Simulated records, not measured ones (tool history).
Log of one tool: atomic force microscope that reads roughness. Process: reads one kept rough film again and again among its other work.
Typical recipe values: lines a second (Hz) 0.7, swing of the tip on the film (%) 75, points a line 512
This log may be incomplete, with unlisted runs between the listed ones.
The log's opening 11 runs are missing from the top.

run,day,lines a second (Hz),swing of the tip on the film (%),points a line,roughness of the kept film (nm (root mean square))
12,3.412,0.7,75,441,1.514
13,3.662,0.7,75,441,1.518
14,3.871,0.7,75,441,1.516
15,4.204,0.7,75,441,1.513
16,4.525,0.7,75,512,1.513
17,4.817,0.7,75,295,1.508
18,5.238,0.7,75,295,1.51
19,5.5,0.7,75,295,1.511
20,5.796,0.7,75,295,1.505
21,6.129,0.7,75,295,1.51
22,6.492,0.7,64,295,1.52
23,6.942,2.356,75,512,1.435
24,7.158,2.356,75,512,1.433
25,7.5,2.356,75,512,1.431
26,7.942,2.356,75,512,1.434
27,8.35,1.965,55,780,1.516
28,8.612,1.965,55,780,1.517
29,8.846,2.346,75,290,1.426
30,9.142,2.346,81,697,1.395
31,9.342,0.637,81,381,1.493
32,9.746,1.36,58,377,1.513
33,10.025,0.504,67,624,1.522
34,10.408,0.504,67,624,1.519
35,10.838,0.504,67,624,1.52
36,11.096,0.504,67,624,1.523

Run 37 has not been measured yet. What should we expect?
37,11.538,0.858,75,458,?

{"run 37": {"roughness of the kept film (nm (root mean square))": 1.492}}
With the hidden condition absent and the run-to-run variation left alone, this run would have shown roughness of the kept film (nm (root mean square)) 1.512.

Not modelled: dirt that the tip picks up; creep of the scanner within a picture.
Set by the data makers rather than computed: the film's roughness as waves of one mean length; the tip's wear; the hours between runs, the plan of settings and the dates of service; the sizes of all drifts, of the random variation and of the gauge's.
